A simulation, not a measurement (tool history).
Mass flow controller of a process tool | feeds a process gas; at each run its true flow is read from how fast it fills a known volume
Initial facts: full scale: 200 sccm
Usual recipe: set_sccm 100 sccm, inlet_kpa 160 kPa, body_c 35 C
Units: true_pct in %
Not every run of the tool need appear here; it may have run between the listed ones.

Run 1, hour 0.0: usual settings. Result: true_pct 98.00 %.
Run 2, hour 208.0: usual settings. Result: true_pct 97.75 %.
Run 3, hour 454.1: usual settings. Result: true_pct 97.71 %.
Run 4, hour 629.5: usual settings. Result: true_pct 97.57 %.
Run 5, hour 842.7: usual settings but inlet_kpa 190 kPa. Result: true_pct 97.67 %.
Run 6, hour 1088.2: usual settings but inlet_kpa 190 kPa. Result: true_pct 97.55 %.
Run 7, hour 1434.2: usual settings but inlet_kpa 190 kPa. Result: true_pct 97.35 %.
Run 8, hour 1649.5: usual settings but inlet_kpa 190 kPa. Result: true_pct 97.16 %.
Run 9, hour 1986.2: usual settings but inlet_kpa 190 kPa. Result: true_pct 96.95 %.
Run 10, hour 2294.0: usual settings but inlet_kpa 190 kPa. Result: true_pct 96.78 %.
Run 11, hour 2641.2: usual settings but inlet_kpa 190 kPa. Result: true_pct 96.60 %.
Run 12, hour 2816.5: usual settings but inlet_kpa 190 kPa, body_c 39 C. Result: true_pct 96.74 %.
Run 13, hour 2987.0: usual settings but set_sccm 133 sccm. Result: true_pct 97.03 %.
Run 14, hour 3180.4: usual settings but set_sccm 133 sccm. Result: true_pct 96.87 %.
Run 15, hour 3341.4: usual settings but inlet_kpa 161 kPa. Result: true_pct 96.02 %.
Run 16, hour 3660.7: usual settings but inlet_kpa 161 kPa. Result: true_pct 95.87 %.
Run 17, hour 3802.6: usual settings but inlet_kpa 161 kPa. Result: true_pct 95.64 %.
Run 18, hour 3994.2: usual settings but inlet_kpa 161 kPa. Result: true_pct 95.76 %.
Run 19, hour 4194.1: usual settings but inlet_kpa 161 kPa. Result: true_pct 95.55 %.
Run 20, hour 4476.0: usual settings but inlet_kpa 161 kPa, body_c 34 C. Result: true_pct 95.39 %.
Run 21, hour 4717.9: usual settings but inlet_kpa 161 kPa, body_c 38 C. Result: true_pct 95.43 %.
Run 22, hour 4859.6: usual settings. Result: true_pct 95.12 %.
Run 23, hour 5127.9: usual settings but body_c 27 C. Result: true_pct 94.52 %.
Run 24, hour 5415.4: usual settings but body_c 27 C. Result: true_pct 94.36 %.
Run 25, hour 5576.2: usual settings but inlet_kpa 163 kPa. Result: true_pct 94.68 %.
Run 26, hour 5729.9: usual settings but set_sccm 23 sccm, inlet_kpa 251 kPa, body_c 37 C. Result: true_pct 86.86 %.
At hour 5904.5: controller's zero set anew.
Run 27, hour 5955.4: usual settings but set_sccm 21 sccm. Result: true_pct 78.35 %.
Run 28, hour 6278.0: usual settings but set_sccm 34 sccm, inlet_kpa 204 kPa, body_c 34 C. Result: true_pct 85.05 %.
Run 29, hour 6583.0: usual settings but set_sccm 34 sccm, inlet_kpa 247 kPa, body_c 21 C. Result: true_pct 84.18 %.
Run 30, hour 6730.6: usual settings but set_sccm 34 sccm, inlet_kpa 143 kPa, body_c 23 C. Result: true_pct 83.48 %.
At hour 6805.1: controller's zero set anew, once more.
Run 31, hour 6917.0: usual settings but set_sccm 35 sccm, inlet_kpa 141 kPa, body_c 37 C. Result: true_pct 95.55 %.
Run 32, hour 7141.8: usual settings but set_sccm 35 sccm, inlet_kpa 172 kPa, body_c 20 C. Result: true_pct 94.36 %.
Run 33, hour 7288.2: usual settings but inlet_kpa 211 kPa. Result: true_pct 96.60 %.
Run 34, hour 7487.0: usual settings but inlet_kpa 211 kPa. Result: true_pct 96.59 %.
Run 35, hour 7628.9: usual settings but set_sccm 58 sccm, body_c 24 C. Result: true_pct 94.81 %.
Run 36, hour 7897.2: usual settings but set_sccm 44 sccm, inlet_kpa 145 kPa. Result: true_pct 94.69 %.
Run 37, hour 8238.5: usual settings but set_sccm 187 sccm, inlet_kpa 153 kPa, body_c 23 C. Result: true_pct 96.38 %.
Run 38, hour 8477.0: usual settings but set_sccm 187 sccm, inlet_kpa 180 kPa, body_c 26 C. Result: true_pct 96.65 %.
Run 39, hour 8685.8: usual settings but set_sccm 101 sccm, inlet_kpa 162 kPa, body_c 38 C. Result: true_pct 95.72 %.
At hour 8720.4: controller exchanged for a calibrated one.
Run 40, hour 8903.7: usual settings but set_sccm 32 sccm, inlet_kpa 162 kPa, body_c 38 C. Result: true_pct 97.93 %.
Run 41, hour 9148.1: usual settings but inlet_kpa 181 kPa. Result: true_pct 98.97 %.
Run 42, hour 9429.7: usual settings but inlet_kpa 261 kPa, body_c 32 C. Result: true_pct 99.24 %.
Run 43, hour 9782.1: usual settings but set_sccm 144 sccm, inlet_kpa 175 kPa, body_c 20 C. Result: true_pct 98.17 %.
Run 44, hour 9942.9: usual settings but set_sccm 106 sccm, inlet_kpa 175 kPa, body_c 20 C. Result: true_pct 97.66 %.
Run 45, hour 10085.0: usual settings but set_sccm 39 sccm, body_c 24 C. Result: true_pct 95.88 %.
Run 46, hour 10436.5: usual settings but set_sccm 39 sccm, inlet_kpa 239 kPa, body_c 24 C. Result: true_pct 96.25 %.
Run 47, hour 10781.8: usual settings but set_sccm 149 sccm, inlet_kpa 185 kPa, body_c 24 C. Result: true_pct 98.26 %.
Run 48, hour 10956.1: usual settings but set_sccm 59 sccm, inlet_kpa 233 kPa. Result: true_pct 97.18 %.

Hidden state or all else? Some run-to-run changes of true_pct, split into what the settings, what came in and random variation would give without the hidden state, and what is left for the hidden state (with any gauge scatter that isn't in both results):
The tool's hidden condition here consists of: flow at rest that the sensor doesn't see, % of full scale; true flow over the shown one, %; drift of the gauge itself on true_pct, %.
Run 25 -> 26: set_sccm 100 -> 23, inlet_kpa 163 -> 251, body_c 35 -> 37. true_pct -7.82 %: hidden state -7.75, all else -0.07.
Run 26 -> 27: set_sccm 23 -> 21, inlet_kpa 251 -> 160, body_c 37 -> 35, controller's zero set anew. true_pct -8.51 %: hidden state -7.49, all else -1.02.
Run 30 -> 31: set_sccm 34 -> 35, inlet_kpa 143 -> 141, body_c 23 -> 37, controller's zero set anew, once more. true_pct +12.07 %: hidden state +11.31, all else +0.76.
